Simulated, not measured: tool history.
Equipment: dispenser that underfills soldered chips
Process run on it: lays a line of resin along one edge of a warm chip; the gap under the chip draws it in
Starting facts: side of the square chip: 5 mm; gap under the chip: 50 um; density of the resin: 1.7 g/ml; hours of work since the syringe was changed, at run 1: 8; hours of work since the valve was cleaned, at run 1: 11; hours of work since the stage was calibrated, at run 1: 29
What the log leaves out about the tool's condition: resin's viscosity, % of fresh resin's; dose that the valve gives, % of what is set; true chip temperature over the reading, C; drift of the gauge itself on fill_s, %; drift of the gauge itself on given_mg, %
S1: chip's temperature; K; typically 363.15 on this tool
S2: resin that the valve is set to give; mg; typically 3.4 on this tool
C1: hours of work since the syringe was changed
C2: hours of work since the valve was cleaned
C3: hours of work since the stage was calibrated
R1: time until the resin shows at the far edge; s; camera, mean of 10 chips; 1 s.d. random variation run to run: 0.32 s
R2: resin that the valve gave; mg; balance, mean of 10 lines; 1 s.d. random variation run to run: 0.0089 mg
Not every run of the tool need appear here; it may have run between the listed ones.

Run 1, day 0: usual settings; C1 8; C2 11; C3 29. Result: R1 14.9 s, R2 3.372 mg.
At day 0.117: new syringe of resin.
Run 2, day 0.279: usual settings; C1 3; C2 16; C3 34. Result: R1 13.5 s, R2 3.387 mg.
Run 3, day 0.433: usual settings; C1 6; C2 19; C3 37. Result: R1 14.6 s, R2 3.374 mg.
At day 0.729: new syringe of resin.
Run 4, day 0.767: usual settings but S1 375.15 K; C1 1; C2 24; C3 42. Result: R1 7.7 s, R2 3.378 mg.
Run 5, day 0.933: usual settings but S1 375.15 K; C1 4; C2 27; C3 45. Result: R1 8.3 s, R2 3.376 mg.
Run 6, day 1.179: usual settings but S1 375.15 K; C1 8; C2 32; C3 50. Result: R1 9.4 s, R2 3.359 mg.
At day 1.333: new syringe of resin.
Run 7, day 1.462: usual settings; C1 2; C2 36; C3 54. Result: R1 11.6 s, R2 3.346 mg.
Run 8, day 1.629: usual settings; C1 5; C2 39; C3 57. Result: R1 13.3 s, R2 3.344 mg.
At day 1.938: new syringe of resin.
Run 9, day 1.946: usual settings; C1 0; C2 45; C3 63. Result: R1 10.9 s, R2 3.333 mg.
Run 10, day 2.246: usual settings; C1 5; C2 50; C3 68. Result: R1 13.6 s, R2 3.336 mg.
Run 11, day 2.488: usual settings; C1 10; C2 54; C3 72. Result: R1 15.5 s, R2 3.332 mg.
At day 2.55: new syringe of resin.
Run 12, day 2.783: usual settings; C1 4; C2 59; C3 77. Result: R1 13 s, R2 3.333 mg.
Run 13, day 3.071: usual settings but S2 4.15 mg; C1 9; C2 65; C3 82. Result: R1 14.7 s, R2 4.046 mg.
At day 3.15: new syringe of resin.
Run 14, day 3.3: usual settings but S2 4.15 mg; C1 3; C2 68; C3 86. Result: R1 12 s, R2 4.046 mg.
Run 15, day 3.6: usual settings but S2 3.21 mg; C1 8; C2 74; C3 92. Result: R1 14.4 s, R2 3.108 mg.
At day 3.75: new syringe of resin.
Run 16, day 3.929: usual settings but S2 3.21 mg; C1 3; C2 79; C3 97. Result: R1 13.4 s, R2 3.103 mg.
At day 4.204: dispensing valve cleaned and set on the balance.
Run 17, day 4.204: usual settings but S1 358.15 K, S2 3.13 mg; C1 7; C2 0; C3 101. Result: R1 18 s, R2 3.111 mg.

Run 18 is up next; what results do you expect?
At day 4.4: new syringe of resin.
Run 18, day 4.5: usual settings but S1 356.15 K, S2 4.39 mg; C1 2; C2 5; C3 106. Result: R1 ?, R2 ?.

Logged for run 18: R1 15.6 s, R2 4.368 mg.
Were there no unlogged condition in the tool, this run, its random variation unchanged, would have produced R1 14.5 s, R2 4.376 mg.

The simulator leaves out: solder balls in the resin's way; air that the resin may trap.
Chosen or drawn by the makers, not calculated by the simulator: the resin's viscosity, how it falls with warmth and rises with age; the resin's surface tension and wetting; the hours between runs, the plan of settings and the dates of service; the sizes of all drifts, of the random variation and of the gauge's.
